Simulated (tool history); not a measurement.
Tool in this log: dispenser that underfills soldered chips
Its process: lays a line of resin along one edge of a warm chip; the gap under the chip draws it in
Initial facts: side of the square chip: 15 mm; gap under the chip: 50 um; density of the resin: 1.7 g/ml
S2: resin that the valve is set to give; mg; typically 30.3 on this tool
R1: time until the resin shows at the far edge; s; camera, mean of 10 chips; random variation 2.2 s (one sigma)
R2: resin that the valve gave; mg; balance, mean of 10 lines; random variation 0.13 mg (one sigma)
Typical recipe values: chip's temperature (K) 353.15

run 1 day=0 | chip's_temperature_(K)=353.15 S2=30.3 | R1=222.8 R2=28.39
run 2 day=0.333 | chip's_temperature_(K)=353.15 S2=30.3 | R1=374.9 R2=28.35
-- day=0.462 dispensing valve cleaned and set on the balance
-- day=0.638 new syringe of resin
run 3 day=0.875 | chip's_temperature_(K)=353.15 S2=30.3 | R1=295.2 R2=30.52
run 4 day=1.146 | chip's_temperature_(K)=353.15 S2=30.3 | R1=438.2 R2=30
-- day=1.288 new syringe of resin
run 5 day=1.617 | chip's_temperature_(K)=353.15 S2=30.3 | R1=332.3 R2=30.16
-- day=1.95 new syringe of resin
run 6 day=2.167 | chip's_temperature_(K)=360.15 S2=30.3 | R1=202.1 R2=29.93
run 7 day=2.504 | chip's_temperature_(K)=360.15 S2=30.3 | R1=343.8 R2=29.81
-- day=2.592 new syringe of resin
run 8 day=2.883 | chip's_temperature_(K)=341.15 S2=31.3 | R1=537.6 R2=30.77
run 9 day=3.204 | chip's_temperature_(K)=360.15 S2=37.9 | R1=368.8 R2=36.94
-- day=3.254 new syringe of resin
run 10 day=3.533 | chip's_temperature_(K)=360.15 S2=37.9 | R1=216.9 R2=36.76
-- day=3.908 new syringe of resin
run 11 day=4.071 | chip's_temperature_(K)=344.15 S2=32.6 | R1=379.7 R2=31.54
-- day=4.342 stage's temperature calibrated
-- day=4.583 new syringe of resin
run 12 day=4.592 | chip's_temperature_(K)=363.15 S2=26.8 | R1=143.3 R2=25.82
run 13 day=4.95 | chip's_temperature_(K)=359.15 S2=31.3 | R1=294.6 R2=29.82
-- day=5.225 new syringe of resin
run 14 day=5.492 | chip's_temperature_(K)=359.15 S2=31.3 | R1=253.1 R2=29.95

Predict each of these 4 candidate next runs independently; none follows another, all start after run 14:
-- day=5.888 new syringe of resin
run A day=6.029 | chip's_temperature_(K)=346.15 S2=31.3 | R1=? R2=?
-- day=5.888 new syringe of resin
run B day=6.029 | chip's_temperature_(K)=342.15 S2=28.3 | R1=? R2=?
-- day=5.888 new syringe of resin
run C day=6.029 | chip's_temperature_(K)=353.15 S2=28.1 | R1=? R2=?
-- day=5.888 new syringe of resin
run D day=6.029 | chip's_temperature_(K)=350.15 S2=27.6 | R1=? R2=?

run=A R1=368.9 R2=30.08
run=B R1=458.2 R2=26.97
run=C R1=273.2 R2=26.82
run=D R1=315.3 R2=26.2
Take away the tool's hidden state, keep each run's random variation, and the runs would have read:
run=A R1=298.8 R2=31.64
run=B R1=369.7 R2=28.38
run=C R1=220.4 R2=28.22
run=D R1=254 R2=27.56
